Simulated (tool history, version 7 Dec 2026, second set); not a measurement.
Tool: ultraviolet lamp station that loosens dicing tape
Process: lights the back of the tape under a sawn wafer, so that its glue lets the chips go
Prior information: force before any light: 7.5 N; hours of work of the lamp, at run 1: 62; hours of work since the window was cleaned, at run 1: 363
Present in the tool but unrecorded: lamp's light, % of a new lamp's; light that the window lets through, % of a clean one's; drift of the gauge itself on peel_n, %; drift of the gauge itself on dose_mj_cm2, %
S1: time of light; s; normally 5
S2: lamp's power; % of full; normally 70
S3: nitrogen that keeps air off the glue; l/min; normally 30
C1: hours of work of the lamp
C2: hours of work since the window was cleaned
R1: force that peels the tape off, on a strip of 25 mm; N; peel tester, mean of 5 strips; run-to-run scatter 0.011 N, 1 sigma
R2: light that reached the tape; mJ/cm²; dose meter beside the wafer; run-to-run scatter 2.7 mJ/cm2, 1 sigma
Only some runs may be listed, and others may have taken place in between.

Run 1, hour 0.0: usual settings; C1 62; C2 363. Result: R1 0.578 N, R2 324 mJ/cm².
Run 2, hour 81.7: usual settings; C1 121; C2 422. Result: R1 0.626 N, R2 310 mJ/cm².
Run 3, hour 160.1: usual settings but S3 36 l/min; C1 178; C2 480. Result: R1 0.620 N, R2 300 mJ/cm².
Run 4, hour 202.5: usual settings; C1 209; C2 511. Result: R1 0.693 N, R2 290 mJ/cm².
Run 5, hour 265.8: usual settings; C1 255; C2 557. Result: R1 0.766 N, R2 278 mJ/cm².
Run 6, hour 350.3: usual settings; C1 317; C2 618. Result: R1 0.806 N, R2 271 mJ/cm².
At hour 420.7: window cleaned of glue's vapour.
Run 7, hour 445.5: usual settings but S2 72 % of full; C1 386; C2 18. Result: R1 0.966 N, R2 249 mJ/cm².
Run 8, hour 528.4: usual settings; C1 446; C2 78. Result: R1 1.076 N, R2 227 mJ/cm².
At hour 565.2: window cleaned of glue's vapour, once more.
Run 9, hour 595.2: usual settings; C1 495; C2 22. Result: R1 0.803 N, R2 269 mJ/cm².
Run 10, hour 682.4: usual settings; C1 558; C2 85. Result: R1 0.878 N, R2 257 mJ/cm².
Run 11, hour 745.4: usual settings but S3 9 l/min; C1 604; C2 131. Result: R1 1.696 N, R2 246 mJ/cm².
Run 12, hour 823.0: usual settings but S3 9 l/min; C1 661; C2 188. Result: R1 1.814 N, R2 236 mJ/cm².
At hour 906.1: lamp changed.
Run 13, hour 907.6: usual settings but S1 4 s, S3 9 l/min; C1 1; C2 249. Result: R1 1.377 N, R2 277 mJ/cm².
Run 14, hour 995.7: usual settings but S1 2 s; C1 65; C2 313. Result: R1 2.376 N, R2 131 mJ/cm².
Run 15, hour 1054.9: usual settings but S1 2 s; C1 108; C2 356. Result: R1 2.425 N, R2 132 mJ/cm².
Run 16, hour 1130.4: usual settings but S1 2 s; C1 164; C2 411. Result: R1 2.555 N, R2 128 mJ/cm².
Run 17, hour 1203.8: usual settings but S1 2 s; C1 217; C2 465. Result: R1 2.632 N, R2 120 mJ/cm².
Run 18, hour 1268.2: usual settings; C1 264; C2 512. Result: R1 0.724 N, R2 290 mJ/cm².
Run 19, hour 1343.6: usual settings; C1 319; C2 567. Result: R1 0.795 N, R2 275 mJ/cm².
Run 20, hour 1394.6: usual settings; C1 356; C2 604. Result: R1 0.804 N, R2 265 mJ/cm².
Run 21, hour 1470.9: usual settings; C1 412; C2 660. Result: R1 0.901 N, R2 254 mJ/cm².
At hour 1482.2: window cleaned of glue's vapour.
Run 22, hour 1533.8: usual settings but S1 2 s, S2 78 % of full, S3 10 l/min; C1 457; C2 38. Result: R1 3.320 N, R2 121 mJ/cm².
Run 23, hour 1575.6: usual settings but S2 75 % of full; C1 488; C2 68. Result: R1 0.731 N, R2 285 mJ/cm².
Run 24, hour 1616.9: usual settings but S2 75 % of full; C1 518; C2 98. Result: R1 0.780 N, R2 279 mJ/cm².
Run 25, hour 1692.0: usual settings but S2 75 % of full; C1 573; C2 153. Result: R1 0.858 N, R2 261 mJ/cm².
Run 26, hour 1757.4: usual settings but S1 3 s, S2 75 % of full, S3 34 l/min; C1 620; C2 201. Result: R1 1.914 N, R2 154 mJ/cm².
Run 27, hour 1825.7: usual settings but S1 4 s, S2 76 % of full; C1 670; C2 250. Result: R1 1.390 N, R2 198 mJ/cm².
Run 28, hour 1886.5: usual settings but S1 3 s, S2 78 % of full, S3 17 l/min; C1 714; C2 295. Result: R1 2.431 N, R2 144 mJ/cm².
At hour 1893.6: lamp changed.
Run 29, hour 1964.3: usual settings but S1 3 s, S2 86 % of full, S3 31 l/min; C1 52; C2 351. Result: R1 1.017 N, R2 241 mJ/cm².
Run 30, hour 2056.5: usual settings but S1 3 s, S2 86 % of full, S3 31 l/min; C1 119; C2 418. Result: R1 1.049 N, R2 232 mJ/cm².
Run 31, hour 2110.3: usual settings but S1 8 s, S2 68 % of full, S3 32 l/min; C1 158; C2 457. Result: R1 0.316 N, R2 472 mJ/cm².
Run 32, hour 2193.6: usual settings but S1 2 s, S3 39 l/min; C1 219; C2 518. Result: R1 2.512 N, R2 121 mJ/cm².
Run 33, hour 2245.2: usual settings but S2 78 % of full, S3 28 l/min; C1 256; C2 556. Result: R1 0.621 N, R2 320 mJ/cm².
Run 34, hour 2295.1: usual settings but S2 78 % of full, S3 28 l/min; C1 293; C2 592. Result: R1 0.657 N, R2 314 mJ/cm².
Run 35, hour 2390.4: usual settings but S2 78 % of full, S3 28 l/min; C1 362; C2 661. Result: R1 0.740 N, R2 298 mJ/cm².
At hour 2398.2: window cleaned of glue's vapour.
Run 36, hour 2461.5: usual settings but S2 78 % of full, S3 28 l/min; C1 414; C2 46. Result: R1 0.646 N, R2 315 mJ/cm².
Run 37, hour 2525.1: usual settings but S2 78 % of full, S3 28 l/min; C1 460; C2 93. Result: R1 0.662 N, R2 309 mJ/cm².
Run 38, hour 2609.4: usual settings but S1 7 s, S2 95 % of full, S3 28 l/min; C1 521; C2 154. Result: R1 0.292 N, R2 490 mJ/cm².
Run 39, hour 2694.7: usual settings but S2 66 % of full, S3 35 l/min; C1 584; C2 216. Result: R1 1.001 N, R2 234 mJ/cm².
Run 40, hour 2746.9: usual settings but S1 2 s, S2 66 % of full, S3 27 l/min; C1 622; C2 254. Result: R1 3.410 N, R2 90 mJ/cm².
Run 41, hour 2843.5: usual settings but S1 6 s, S2 67 % of full, S3 14 l/min; C1 692; C2 325. Result: R1 1.305 N, R2 256 mJ/cm².
At hour 2883.7: lamp changed.
Run 42, hour 2916.4: usual settings but S1 6 s, S2 67 % of full, S3 14 l/min; C1 24; C2 377. Result: R1 0.627 N, R2 388 mJ/cm².

Alternative continuations, all from the tool just after run 42; predict every row:
Run A, hour 2991.2: usual settings but S1 6 s, S2 79 % of full, S3 14 l/min; C1 78; C2 432. Result: R1 ?, R2 ?.
Run B, hour 2991.2: usual settings but S1 4 s, S2 100 % of full, S3 25 l/min; C1 78; C2 432. Result: R1 ?, R2 ?.
Run C, hour 2991.2: usual settings but S1 3 s, S2 78 % of full, S3 12 l/min; C1 78; C2 432. Result: R1 ?, R2 ?.

run     R1   R2
  A  0.486  436
  B  0.501  370
  C  1.737  218
Had the tool no hidden state, the same runs would have come out as:
run     R1   R2
  A  0.395  493
  B  0.408  418
  C  1.460  246
